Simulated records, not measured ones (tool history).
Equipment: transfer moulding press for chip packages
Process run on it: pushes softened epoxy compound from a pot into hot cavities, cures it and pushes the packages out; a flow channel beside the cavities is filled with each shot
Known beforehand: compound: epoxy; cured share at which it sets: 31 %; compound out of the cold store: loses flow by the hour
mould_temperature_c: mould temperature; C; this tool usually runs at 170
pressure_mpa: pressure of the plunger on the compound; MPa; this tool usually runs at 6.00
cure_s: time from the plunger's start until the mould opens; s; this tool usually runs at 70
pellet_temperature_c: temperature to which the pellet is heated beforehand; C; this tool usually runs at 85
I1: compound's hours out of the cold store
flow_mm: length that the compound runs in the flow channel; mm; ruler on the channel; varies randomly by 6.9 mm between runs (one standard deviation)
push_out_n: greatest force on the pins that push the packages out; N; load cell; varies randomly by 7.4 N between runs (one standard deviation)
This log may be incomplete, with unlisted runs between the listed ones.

{"run": 1, "day": 0.0, "mould_temperature_c": 170, "pressure_mpa": 6.0, "cure_s": 70, "pellet_temperature_c": 85, "I1": 11.2, "flow_mm": 904, "push_out_n": 493}
{"run": 2, "day": 0.292, "mould_temperature_c": 170, "pressure_mpa": 6.0, "cure_s": 70, "pellet_temperature_c": 85, "I1": 26.6, "flow_mm": 824, "push_out_n": 481}
{"run": 3, "day": 0.504, "mould_temperature_c": 170, "pressure_mpa": 6.0, "cure_s": 70, "pellet_temperature_c": 75, "I1": 34.1, "flow_mm": 787, "push_out_n": 521}
{"run": 4, "day": 0.833, "mould_temperature_c": 170, "pressure_mpa": 6.0, "cure_s": 70, "pellet_temperature_c": 75, "I1": 35.1, "flow_mm": 786, "push_out_n": 548}
{"run": 5, "day": 1.008, "mould_temperature_c": 170, "pressure_mpa": 6.0, "cure_s": 70, "pellet_temperature_c": 75, "I1": 13.2, "flow_mm": 899, "push_out_n": 606}
{"run": 6, "day": 1.379, "mould_temperature_c": 170, "pressure_mpa": 6.0, "cure_s": 70, "pellet_temperature_c": 75, "I1": 46.0, "flow_mm": 733, "push_out_n": 548}
{"run": 7, "day": 1.746, "mould_temperature_c": 170, "pressure_mpa": 6.0, "cure_s": 70, "pellet_temperature_c": 75, "I1": 29.5, "flow_mm": 808, "push_out_n": 616}
{"day": 1.879, "done": "cavities cleaned with cleaning compound and waxed"}
{"run": 8, "day": 2.075, "mould_temperature_c": 170, "pressure_mpa": 6.0, "cure_s": 70, "pellet_temperature_c": 75, "I1": 32.6, "flow_mm": 785, "push_out_n": 372}
{"run": 9, "day": 2.283, "mould_temperature_c": 168, "pressure_mpa": 6.0, "cure_s": 70, "pellet_temperature_c": 85, "I1": 8.4, "flow_mm": 930, "push_out_n": 493}
{"run": 10, "day": 2.45, "mould_temperature_c": 168, "pressure_mpa": 6.77, "cure_s": 70, "pellet_temperature_c": 92, "I1": 23.2, "flow_mm": 890, "push_out_n": 464}
{"run": 11, "day": 2.804, "mould_temperature_c": 167, "pressure_mpa": 7.38, "cure_s": 70, "pellet_temperature_c": 84, "I1": 15.6, "flow_mm": 975, "push_out_n": 615}
{"run": 12, "day": 2.979, "mould_temperature_c": 170, "pressure_mpa": 6.61, "cure_s": 70, "pellet_temperature_c": 85, "I1": 42.5, "flow_mm": 780, "push_out_n": 433}
{"run": 13, "day": 3.204, "mould_temperature_c": 177, "pressure_mpa": 5.1, "cure_s": 70, "pellet_temperature_c": 94, "I1": 41.4, "flow_mm": 676, "push_out_n": 333}
{"run": 14, "day": 3.567, "mould_temperature_c": 177, "pressure_mpa": 5.1, "cure_s": 70, "pellet_temperature_c": 94, "I1": 28.7, "flow_mm": 714, "push_out_n": 360}

Forecast each of these 4 alternatives for the next run:
{"run": "A", "day": 3.846, "mould_temperature_c": 176, "pressure_mpa": 5.1, "cure_s": 70, "pellet_temperature_c": 94, "I1": 35.3, "flow_mm": "?", "push_out_n": "?"}
{"run": "B", "day": 3.846, "mould_temperature_c": 170, "pressure_mpa": 4.95, "cure_s": 62, "pellet_temperature_c": 85, "I1": 31.0, "flow_mm": "?", "push_out_n": "?"}
{"run": "C", "day": 3.846, "mould_temperature_c": 177, "pressure_mpa": 7.38, "cure_s": 70, "pellet_temperature_c": 91, "I1": 46.4, "flow_mm": "?", "push_out_n": "?"}
{"run": "D", "day": 3.846, "mould_temperature_c": 168, "pressure_mpa": 5.1, "cure_s": 84, "pellet_temperature_c": 88, "I1": 23.3, "flow_mm": "?", "push_out_n": "?"}

run=A flow_mm=698 push_out_n=381
run=B flow_mm=726 push_out_n=706
run=C flow_mm=786 push_out_n=385
run=D flow_mm=768 push_out_n=408
With the hidden condition removed and each run's random variation left untouched, the same runs would have given:
run=A flow_mm=717 push_out_n=231
run=B flow_mm=747 push_out_n=423
run=C flow_mm=808 push_out_n=236
run=D flow_mm=790 push_out_n=245
